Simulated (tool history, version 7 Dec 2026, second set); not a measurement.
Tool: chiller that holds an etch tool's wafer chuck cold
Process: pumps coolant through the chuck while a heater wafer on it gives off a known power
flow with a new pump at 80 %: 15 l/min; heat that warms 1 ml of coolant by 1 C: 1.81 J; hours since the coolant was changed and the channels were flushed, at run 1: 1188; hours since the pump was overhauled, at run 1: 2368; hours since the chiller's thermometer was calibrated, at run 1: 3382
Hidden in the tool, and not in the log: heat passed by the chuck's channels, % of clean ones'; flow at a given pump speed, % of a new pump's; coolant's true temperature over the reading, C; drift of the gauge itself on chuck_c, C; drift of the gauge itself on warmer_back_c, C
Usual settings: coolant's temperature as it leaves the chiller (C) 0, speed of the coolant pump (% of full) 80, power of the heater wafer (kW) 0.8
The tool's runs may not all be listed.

run	day	coolant's temperature as it leaves the chiller (C)	speed of the coolant pump (% of full)	power of the heater wafer (kW)	hours since the coolant was changed and the channels were flushed	hours since the pump was overhauled	hours since the chiller's thermometer was calibrated	chuck's temperature once it has settled (C)	how much warmer the coolant comes back (C)
1	0	0	80	0.8	1188	2368	3382	4.9	1.89
2	2.175	0	80	0.751	1240	2420	3434	4.4	1.77
3	4.462	4	80	0.8	1295	2475	3489	8.9	1.9
4	7.588	0	80	0.8	1370	2550	3564	4.8	1.89
5	8.871	0	80	0.8	1401	2581	3594	4.9	1.91
6	11.121	0	80	0.559	1455	2635	3648	3.1	1.36
7	14.279	0	80	0.559	1530	2710	3724	3.2	1.38
8	16.883	0	80	0.8	1593	2773	3787	4.9	1.93
9	19.029	0	80	0.8	1644	2824	3838	5	1.93
10	21.625	0	80	0.8	1707	2887	3901	4.7	1.94
11	23.592	0	80	0.8	1754	2934	3948	4.8	1.9
12	24.992	0	80	0.8	1788	2967	3981	4.8	1.9
13	27.258	-6	80	0.8	1842	3022	4036	-1.2	1.97
14	29.812	0	100	0.8	1903	3083	4097	3.8	1.56
15	31.942	0	100	0.8	1954	3134	4148	4	1.55
16	34.771	0	80	0.8	2022	3202	4216	5	1.97
17	37.25	0	80	0.8	2082	3262	4276	5.3	1.92
18	39.042	0	80	0.884	2125	3305	4318	5.3	2.11
19	40.75	0	64	0.675	2166	3346	4360	4.9	1.99
20	43.333	0	64	0.675	2228	3408	4422	4.9	2.06
21	45.404	0	64	0.871	2277	3457	4471	6.9	2.61
22	48.325	0	64	0.871	2348	3528	4541	6.7	2.62
23	51.346	0	64	0.871	2420	3600	4614	6.8	2.66
24	54.196	0	64	0.871	2489	3668	4682	6.8	2.66
25	55.867	1	81	0.779	2529	3709	4722	5.8	1.9
26	58.867	0	76	1.093	2601	3781	4794	7.5	2.8
27	61.462	-3	64	1.111	2663	3843	4857	5.9	3.38
28	62.817	-3	64	1.111	2695	3875	4889	6	3.4
29	65.262	-9	81	0.542	2754	3934	4948	-6	1.31
30	67.925	-3	81	0.899	2818	3998	5012	2.7	2.24
31	70.55	-3	81	0.899	2881	4061	5075	2.7	2.25

Some steps in chuck's temperature once it has settled (C) between neighbouring runs. How much of each would the tool show without its hidden state too (settings, what came in, random variation), and how much is left for the hidden state, with any gauge scatter that isn't in both results?
Run 12 -> 13: coolant's temperature as it leaves the chiller (C) 0 -> -6. chuck's temperature once it has settled (C) -6: hidden state +0, all else -6.
Run 25 -> 26: coolant's temperature as it leaves the chiller (C) 1 -> 0, speed of the coolant pump (% of full) 81 -> 76, power of the heater wafer (kW) 0.779 -> 1.093. chuck's temperature once it has settled (C) +1.7: hidden state +0.4, all else +1.3.
Run 28 -> 29: coolant's temperature as it leaves the chiller (C) -3 -> -9, speed of the coolant pump (% of full) 64 -> 81, power of the heater wafer (kW) 1.111 -> 0.542. chuck's temperature once it has settled (C) -12: hidden state -1, all else -11.
Run 29 -> 30: coolant's temperature as it leaves the chiller (C) -9 -> -3, power of the heater wafer (kW) 0.542 -> 0.899. chuck's temperature once it has settled (C) +8.7: hidden state +0.4, all else +8.3.
